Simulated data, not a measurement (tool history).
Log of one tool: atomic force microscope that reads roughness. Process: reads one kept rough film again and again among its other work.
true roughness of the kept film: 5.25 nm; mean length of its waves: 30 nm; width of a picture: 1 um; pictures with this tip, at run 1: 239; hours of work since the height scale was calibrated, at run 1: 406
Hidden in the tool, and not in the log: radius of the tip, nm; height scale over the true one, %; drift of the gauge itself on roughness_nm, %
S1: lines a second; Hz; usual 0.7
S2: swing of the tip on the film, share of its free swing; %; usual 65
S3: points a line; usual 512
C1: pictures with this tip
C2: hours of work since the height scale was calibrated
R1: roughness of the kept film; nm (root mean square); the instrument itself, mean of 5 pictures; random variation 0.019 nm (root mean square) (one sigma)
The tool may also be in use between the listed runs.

run,day,S1,S2,S3,C1,C2,R1
1,0,0.7,65,512,239,406,3.308
# day 0.071: new tip fitted
2,0.862,0.7,65,512,37,419,4.362
3,1.867,0.7,65,512,84,434,4.074
4,2.358,0.98,65,512,106,442,3.906
5,3.417,0.7,65,512,155,458,3.696
6,4.238,0.7,65,512,193,470,3.577
7,4.696,0.7,65,512,215,477,3.459
# day 5.317: new tip fitted
8,5.354,2.694,65,512,1,487,4.446
9,6.204,2.694,65,512,41,500,4.137
10,7.071,2.694,65,512,81,513,3.952
11,7.65,2.694,65,512,108,522,3.811
12,8.512,0.7,65,299,148,535,3.639
13,9.279,0.7,89,512,183,546,3.482
14,10.158,0.7,89,512,224,560,3.313
# day 10.575: new tip fitted
15,11.233,0.7,89,512,31,576,4.262
16,11.812,0.7,61,512,58,585,4.191

Forecast run 17:
17,12.412,0.7,61,512,85,594,?

R1: 4.06 nm (root mean square)
Without the tool's hidden state the same run would have given R1 4.668 nm (root mean square).

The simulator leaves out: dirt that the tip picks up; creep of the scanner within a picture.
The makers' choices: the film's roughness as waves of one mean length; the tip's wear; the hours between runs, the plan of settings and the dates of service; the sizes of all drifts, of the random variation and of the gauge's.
